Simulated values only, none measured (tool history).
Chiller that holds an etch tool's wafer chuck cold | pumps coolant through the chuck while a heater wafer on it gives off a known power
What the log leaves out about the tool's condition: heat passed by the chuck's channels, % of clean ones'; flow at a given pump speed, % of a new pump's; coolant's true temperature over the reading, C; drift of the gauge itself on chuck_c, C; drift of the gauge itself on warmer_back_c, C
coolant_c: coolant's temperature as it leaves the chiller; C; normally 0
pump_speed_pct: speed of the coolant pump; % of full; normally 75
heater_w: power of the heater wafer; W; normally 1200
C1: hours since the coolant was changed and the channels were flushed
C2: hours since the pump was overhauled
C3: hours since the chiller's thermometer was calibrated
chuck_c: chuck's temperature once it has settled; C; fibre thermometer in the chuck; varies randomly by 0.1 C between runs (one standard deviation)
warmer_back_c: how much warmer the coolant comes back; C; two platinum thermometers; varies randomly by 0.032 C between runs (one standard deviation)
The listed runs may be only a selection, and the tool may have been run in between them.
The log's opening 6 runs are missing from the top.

run 7 hour=346.2 | coolant_c=0 pump_speed_pct=75 heater_w=1200 | C1=3638 C2=2609 C3=3429 | chuck_c=10.2 warmer_back_c=3.61
run 8 hour=379.8 | coolant_c=0 pump_speed_pct=88 heater_w=1200 | C1=3672 C2=2643 C3=3463 | chuck_c=9.3 warmer_back_c=3.18
run 9 hour=456.4 | coolant_c=0 pump_speed_pct=75 heater_w=1200 | C1=3748 C2=2719 C3=3539 | chuck_c=10.4 warmer_back_c=3.67
run 10 hour=524.8 | coolant_c=0 pump_speed_pct=75 heater_w=1200 | C1=3817 C2=2788 C3=3608 | chuck_c=10.3 warmer_back_c=3.62
run 11 hour=565.7 | coolant_c=0 pump_speed_pct=75 heater_w=1200 | C1=3858 C2=2829 C3=3649 | chuck_c=10.3 warmer_back_c=3.66
run 12 hour=598.1 | coolant_c=0 pump_speed_pct=92 heater_w=1200 | C1=3890 C2=2861 C3=3681 | chuck_c=9.2 warmer_back_c=2.97
run 13 hour=651 | coolant_c=0 pump_speed_pct=75 heater_w=1200 | C1=3943 C2=2914 C3=3734 | chuck_c=10.5 warmer_back_c=3.65
run 14 hour=717.7 | coolant_c=0 pump_speed_pct=75 heater_w=1200 | C1=4010 C2=2981 C3=3801 | chuck_c=10.5 warmer_back_c=3.66
run 15 hour=750.1 | coolant_c=0 pump_speed_pct=75 heater_w=1200 | C1=4042 C2=3013 C3=3833 | chuck_c=10.6 warmer_back_c=3.73
run 16 hour=805.6 | coolant_c=0 pump_speed_pct=75 heater_w=1182 | C1=4097 C2=3069 C3=3889 | chuck_c=10.4 warmer_back_c=3.62
run 17 hour=865.8 | coolant_c=-7 pump_speed_pct=75 heater_w=1752 | C1=4158 C2=3129 C3=3949 | chuck_c=8.2 warmer_back_c=5.39
run 18 hour=942.6 | coolant_c=4 pump_speed_pct=62 heater_w=1117 | C1=4234 C2=3206 C3=4026 | chuck_c=15.2 warmer_back_c=4.17
run 19 hour=1020.6 | coolant_c=7 pump_speed_pct=62 heater_w=1738 | C1=4312 C2=3283 C3=4104 | chuck_c=24.2 warmer_back_c=6.47
run 20 hour=1053.4 | coolant_c=-2 pump_speed_pct=84 heater_w=694 | C1=4345 C2=3316 C3=4136 | chuck_c=4 warmer_back_c=1.96
run 21 hour=1122.7 | coolant_c=-4 pump_speed_pct=93 heater_w=1582 | C1=4415 C2=3386 C3=4206 | chuck_c=8.3 warmer_back_c=3.92
run 22 hour=1160.9 | coolant_c=5 pump_speed_pct=61 heater_w=845 | C1=4453 C2=3424 C3=4244 | chuck_c=13.6 warmer_back_c=3.21
run 23 hour=1206.8 | coolant_c=5 pump_speed_pct=61 heater_w=845 | C1=4499 C2=3470 C3=4290 | chuck_c=13.9 warmer_back_c=3.19
run 24 hour=1268.5 | coolant_c=-5 pump_speed_pct=75 heater_w=1315 | C1=4560 C2=3531 C3=4351 | chuck_c=6.7 warmer_back_c=4.06
-- hour=1288.3 chiller's thermometer calibrated
run 25 hour=1317.3 | coolant_c=8 pump_speed_pct=73 heater_w=648 | C1=4608 C2=3579 C3=29 | chuck_c=13.8 warmer_back_c=2.08
run 26 hour=1350.7 | coolant_c=8 pump_speed_pct=73 heater_w=648 | C1=4642 C2=3613 C3=62 | chuck_c=13.9 warmer_back_c=2.05
run 27 hour=1426.7 | coolant_c=8 pump_speed_pct=73 heater_w=648 | C1=4718 C2=3689 C3=138 | chuck_c=13.8 warmer_back_c=2.04
run 28 hour=1500.9 | coolant_c=-7 pump_speed_pct=99 heater_w=927 | C1=4792 C2=3763 C3=213 | chuck_c=-0.2 warmer_back_c=2.12

What does the tool deliver on the next run?
run 29 hour=1573.2 | coolant_c=0 pump_speed_pct=75 heater_w=1002 | C1=4864 C2=3835 C3=285 | chuck_c=? warmer_back_c=?

{"run 29": {"chuck_c": 8.9, "warmer_back_c": 3.09}}
Minus the tool's unlogged condition, the same run would have read chuck_c 7.4 C, warmer_back_c 2.87 C.
